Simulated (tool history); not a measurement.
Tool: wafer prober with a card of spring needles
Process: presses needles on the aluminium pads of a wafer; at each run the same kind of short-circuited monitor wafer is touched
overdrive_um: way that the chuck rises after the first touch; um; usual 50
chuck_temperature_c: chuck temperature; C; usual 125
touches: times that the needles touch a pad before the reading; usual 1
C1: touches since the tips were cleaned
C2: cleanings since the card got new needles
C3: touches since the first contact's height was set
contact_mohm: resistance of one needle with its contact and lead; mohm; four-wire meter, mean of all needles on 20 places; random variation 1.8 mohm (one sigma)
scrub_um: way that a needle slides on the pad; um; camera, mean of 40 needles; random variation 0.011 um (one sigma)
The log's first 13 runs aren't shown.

{"hour": 309.4, "done": "tips cleaned on abrasive film"}
{"hour": 321.4, "done": "tips cleaned on abrasive film"}
{"run": 14, "hour": 330.3, "overdrive_um": 70, "chuck_temperature_c": 48, "touches": 1, "C1": 2196, "C2": 88, "C3": 45492, "contact_mohm": 223, "scrub_um": 10.24}
{"hour": 333.0, "done": "tips cleaned on abrasive film"}
{"hour": 344.6, "done": "tips cleaned on abrasive film"}
{"run": 15, "hour": 350.6, "overdrive_um": 70, "chuck_temperature_c": 48, "touches": 1, "C1": 1483, "C2": 90, "C3": 50474, "contact_mohm": 205, "scrub_um": 10.2}
{"hour": 355.4, "done": "tips cleaned on abrasive film"}
{"hour": 368.4, "done": "tips cleaned on abrasive film"}
{"run": 16, "hour": 370.0, "overdrive_um": 47, "chuck_temperature_c": 81, "touches": 2, "C1": 416, "C2": 92, "C3": 55228, "contact_mohm": 199, "scrub_um": 6.8}
{"hour": 380.3, "done": "tips cleaned on abrasive film"}
{"hour": 393.3, "done": "tips cleaned on abrasive film"}
{"run": 17, "hour": 398.9, "overdrive_um": 47, "chuck_temperature_c": 104, "touches": 3, "C1": 1389, "C2": 94, "C3": 62331, "contact_mohm": 210, "scrub_um": 6.78}
{"hour": 405.8, "done": "tips cleaned on abrasive film"}
{"hour": 418.0, "done": "tips cleaned on abrasive film"}
{"hour": 425.0, "done": "height of the first contact set anew"}
{"run": 18, "hour": 426.5, "overdrive_um": 47, "chuck_temperature_c": 92, "touches": 2, "C1": 2025, "C2": 96, "C3": 361, "contact_mohm": 237, "scrub_um": 6.95}
{"hour": 429.1, "done": "tips cleaned on abrasive film"}
{"hour": 440.5, "done": "tips cleaned on abrasive film"}
{"hour": 451.2, "done": "tips cleaned on abrasive film"}
{"run": 19, "hour": 453.4, "overdrive_um": 44, "chuck_temperature_c": 59, "touches": 1, "C1": 544, "C2": 99, "C3": 6936, "contact_mohm": 216, "scrub_um": 6.47}
{"hour": 463.3, "done": "tips cleaned on abrasive film"}
{"run": 20, "hour": 472.2, "overdrive_um": 44, "chuck_temperature_c": 59, "touches": 1, "C1": 2198, "C2": 100, "C3": 11580, "contact_mohm": 285, "scrub_um": 6.47}
{"hour": 476.6, "done": "tips cleaned on abrasive film"}
{"hour": 488.1, "done": "tips cleaned on abrasive film"}
{"hour": 500.5, "done": "tips cleaned on abrasive film"}
{"run": 21, "hour": 500.5, "overdrive_um": 48, "chuck_temperature_c": 56, "touches": 2, "C1": 0, "C2": 103, "C3": 18506, "contact_mohm": 181, "scrub_um": 7.05}
{"hour": 513.3, "done": "tips cleaned on abrasive film"}
{"hour": 524.7, "done": "tips cleaned on abrasive film"}
{"run": 22, "hour": 532.6, "overdrive_um": 50, "chuck_temperature_c": 125, "touches": 1, "C1": 1957, "C2": 105, "C3": 26390, "contact_mohm": 259, "scrub_um": 7.32}
{"hour": 537.0, "done": "tips cleaned on abrasive film"}
{"hour": 549.0, "done": "tips cleaned on abrasive film"}
{"run": 23, "hour": 555.0, "overdrive_um": 50, "chuck_temperature_c": 125, "touches": 1, "C1": 1491, "C2": 107, "C3": 31885, "contact_mohm": 249, "scrub_um": 7.29}
{"hour": 560.2, "done": "tips cleaned on abrasive film"}
{"hour": 571.2, "done": "tips cleaned on abrasive film"}
{"run": 24, "hour": 581.3, "overdrive_um": 50, "chuck_temperature_c": 125, "touches": 1, "C1": 2497, "C2": 109, "C3": 38344, "contact_mohm": 280, "scrub_um": 7.3}
{"hour": 583.9, "done": "tips cleaned on abrasive film"}
{"hour": 596.4, "done": "tips cleaned on abrasive film"}
{"run": 25, "hour": 598.8, "overdrive_um": 50, "chuck_temperature_c": 125, "touches": 1, "C1": 593, "C2": 111, "C3": 42606, "contact_mohm": 217, "scrub_um": 7.28}
{"hour": 608.0, "done": "tips cleaned on abrasive film"}
{"run": 26, "hour": 615.2, "overdrive_um": 50, "chuck_temperature_c": 125, "touches": 2, "C1": 1790, "C2": 112, "C3": 46659, "contact_mohm": 232, "scrub_um": 7.24}
{"hour": 619.1, "done": "tips cleaned on abrasive film"}
{"hour": 631.6, "done": "tips cleaned on abrasive film"}
{"hour": 643.3, "done": "tips cleaned on abrasive film"}
{"run": 27, "hour": 643.3, "overdrive_um": 50, "chuck_temperature_c": 125, "touches": 1, "C1": 0, "C2": 115, "C3": 53515, "contact_mohm": 196, "scrub_um": 7.23}
{"hour": 654.8, "done": "tips cleaned on abrasive film"}
{"run": 28, "hour": 660.1, "overdrive_um": 36, "chuck_temperature_c": 125, "touches": 3, "C1": 1329, "C2": 116, "C3": 57665, "contact_mohm": 229, "scrub_um": 5.17}
{"hour": 667.8, "done": "tips cleaned on abrasive film"}
{"hour": 680.3, "done": "tips cleaned on abrasive film"}
{"run": 29, "hour": 688.4, "overdrive_um": 36, "chuck_temperature_c": 125, "touches": 3, "C1": 2001, "C2": 118, "C3": 64606, "contact_mohm": 247, "scrub_um": 5.14}
{"hour": 691.9, "done": "tips cleaned on abrasive film"}
{"hour": 704.4, "done": "tips cleaned on abrasive film"}
{"hour": 706.5, "done": "height of the first contact set anew"}
{"run": 30, "hour": 711.8, "overdrive_um": 36, "chuck_temperature_c": 125, "touches": 3, "C1": 1762, "C2": 120, "C3": 1319, "contact_mohm": 240, "scrub_um": 5.32}

Forecast each of these 3 alternatives for the next run:
{"hour": 716.3, "done": "tips cleaned on abrasive film"}
{"hour": 728.1, "done": "tips cleaned on abrasive film"}
{"hour": 740.8, "done": "tips cleaned on abrasive film"}
{"run": "A", "hour": 748.8, "overdrive_um": 50, "chuck_temperature_c": 25, "touches": 1, "C1": 1987, "C2": 123, "C3": 10401, "contact_mohm": "?", "scrub_um": "?"}
{"hour": 716.3, "done": "tips cleaned on abrasive film"}
{"hour": 728.1, "done": "tips cleaned on abrasive film"}
{"hour": 740.8, "done": "tips cleaned on abrasive film"}
{"run": "B", "hour": 748.8, "overdrive_um": 36, "chuck_temperature_c": 47, "touches": 2, "C1": 1987, "C2": 123, "C3": 10401, "contact_mohm": "?", "scrub_um": "?"}
{"hour": 716.3, "done": "tips cleaned on abrasive film"}
{"hour": 728.1, "done": "tips cleaned on abrasive film"}
{"hour": 740.8, "done": "tips cleaned on abrasive film"}
{"run": "C", "hour": 748.8, "overdrive_um": 50, "chuck_temperature_c": 103, "touches": 2, "C1": 1987, "C2": 123, "C3": 10401, "contact_mohm": "?", "scrub_um": "?"}

run=A contact_mohm=260 scrub_um=7.37
run=B contact_mohm=276 scrub_um=5.29
run=C contact_mohm=237 scrub_um=7.37
Without the tool's hidden state the same runs would have given:
run=A contact_mohm=167 scrub_um=7.40
run=B contact_mohm=178 scrub_um=5.32
run=C contact_mohm=186 scrub_um=7.40
